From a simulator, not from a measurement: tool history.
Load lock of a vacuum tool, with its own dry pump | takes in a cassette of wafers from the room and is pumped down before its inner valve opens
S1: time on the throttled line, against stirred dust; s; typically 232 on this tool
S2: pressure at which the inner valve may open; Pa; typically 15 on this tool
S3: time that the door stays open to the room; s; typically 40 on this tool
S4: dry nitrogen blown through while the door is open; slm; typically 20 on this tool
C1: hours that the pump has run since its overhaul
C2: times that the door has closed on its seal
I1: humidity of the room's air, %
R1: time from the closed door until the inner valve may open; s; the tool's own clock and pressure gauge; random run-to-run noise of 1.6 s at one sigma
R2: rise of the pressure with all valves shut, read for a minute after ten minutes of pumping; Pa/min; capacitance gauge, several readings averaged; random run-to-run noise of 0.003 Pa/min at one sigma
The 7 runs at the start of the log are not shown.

run 8 hour=752.7 | S1=232 S2=15 S3=40 S4=20 | C1=6484 C2=26881 | I1=46.5 | R1=353.3 R2=0.097
run 9 hour=903.0 | S1=232 S2=20 S3=40 S4=20 | C1=6634 C2=27552 | I1=47.3 | R1=351.2 R2=0.098
run 10 hour=1018.8 | S1=232 S2=15 S3=40 S4=20 | C1=6750 C2=28070 | I1=45.9 | R1=354.4 R2=0.102
run 11 hour=1151.9 | S1=232 S2=15 S3=40 S4=20 | C1=6883 C2=28664 | I1=47.9 | R1=354.9 R2=0.103
run 12 hour=1221.6 | S1=232 S2=15 S3=40 S4=20 | C1=6953 C2=28975 | I1=43.7 | R1=356.3 R2=0.107
run 13 hour=1367.1 | S1=232 S2=15 S3=40 S4=20 | C1=7099 C2=29625 | I1=40.8 | R1=352.9 R2=0.108
run 14 hour=1436.1 | S1=232 S2=15 S3=29 S4=20 | C1=7168 C2=29933 | I1=40.7 | R1=355.7 R2=0.108
run 15 hour=1533.3 | S1=232 S2=15 S3=29 S4=20 | C1=7265 C2=30367 | I1=43.8 | R1=354.6 R2=0.109
run 16 hour=1672.5 | S1=232 S2=15 S3=29 S4=20 | C1=7404 C2=30988 | I1=48.0 | R1=357.5 R2=0.110
run 17 hour=1778.5 | S1=197 S2=15 S3=40 S4=32 | C1=7510 C2=31462 | I1=43.4 | R1=324.2 R2=0.106
run 18 hour=1893.1 | S1=232 S2=15 S3=52 S4=20 | C1=7625 C2=31974 | I1=48.2 | R1=355.4 R2=0.126
run 19 hour=2020.1 | S1=232 S2=15 S3=52 S4=20 | C1=7752 C2=32541 | I1=45.1 | R1=354.8 R2=0.126
run 20 hour=2102.0 | S1=232 S2=15 S3=52 S4=20 | C1=7833 C2=32906 | I1=46.4 | R1=356.7 R2=0.130
run 21 hour=2246.0 | S1=232 S2=15 S3=52 S4=20 | C1=7977 C2=33549 | I1=44.6 | R1=353.7 R2=0.124
run 22 hour=2343.1 | S1=400 S2=21 S3=59 S4=23 | C1=8075 C2=33983 | I1=45.3 | R1=503.8 R2=0.130
run 23 hour=2417.1 | S1=400 S2=21 S3=59 S4=23 | C1=8149 C2=34313 | I1=47.6 | R1=500.7 R2=0.134
run 24 hour=2487.1 | S1=139 S2=22 S3=34 S4=9 | C1=8219 C2=34626 | I1=45.8 | R1=266.9 R2=0.144
run 25 hour=2593.2 | S1=232 S2=15 S3=171 S4=20 | C1=8325 C2=35100 | I1=44.8 | R1=355.6 R2=0.175
run 26 hour=2675.2 | S1=435 S2=30 S3=171 S4=20 | C1=8407 C2=35466 | I1=48.1 | R1=527.7 R2=0.180
run 27 hour=2828.0 | S1=435 S2=30 S3=171 S4=20 | C1=8560 C2=36148 | I1=46.6 | R1=529.8 R2=0.182
run 28 hour=2951.1 | S1=173 S2=14 S3=56 S4=20 | C1=8683 C2=36698 | I1=47.6 | R1=305.0 R2=0.152
run 29 hour=3038.0 | S1=147 S2=13 S3=40 S4=24 | C1=8769 C2=37086 | I1=43.3 | R1=285.6 R2=0.143
run 30 hour=3174.1 | S1=394 S2=13 S3=40 S4=24 | C1=8906 C2=37694 | I1=46.7 | R1=505.5 R2=0.152
run 31 hour=3270.8 | S1=394 S2=13 S3=97 S4=24 | C1=9002 C2=38125 | I1=46.5 | R1=506.9 R2=0.164

Each row is a separate what-if for the run after 31, all from the same tool condition, not one after another. Results?
run A hour=3394.2 | S1=394 S2=13 S3=233 S4=24 | C1=9126 C2=38676 | I1=45.3 | R1=? R2=?
run B hour=3394.2 | S1=394 S2=13 S3=147 S4=24 | C1=9126 C2=38676 | I1=43.9 | R1=? R2=?
run C hour=3394.2 | S1=394 S2=13 S3=41 S4=16 | C1=9126 C2=38676 | I1=43.2 | R1=? R2=?

run=A R1=509.8 R2=0.198
run=B R1=503.8 R2=0.176
run=C R1=508.9 R2=0.159
Had the tool no hidden state, the same runs would have come out as:
run=A R1=500.7 R2=0.066
run=B R1=494.8 R2=0.046
run=C R1=499.9 R2=0.025
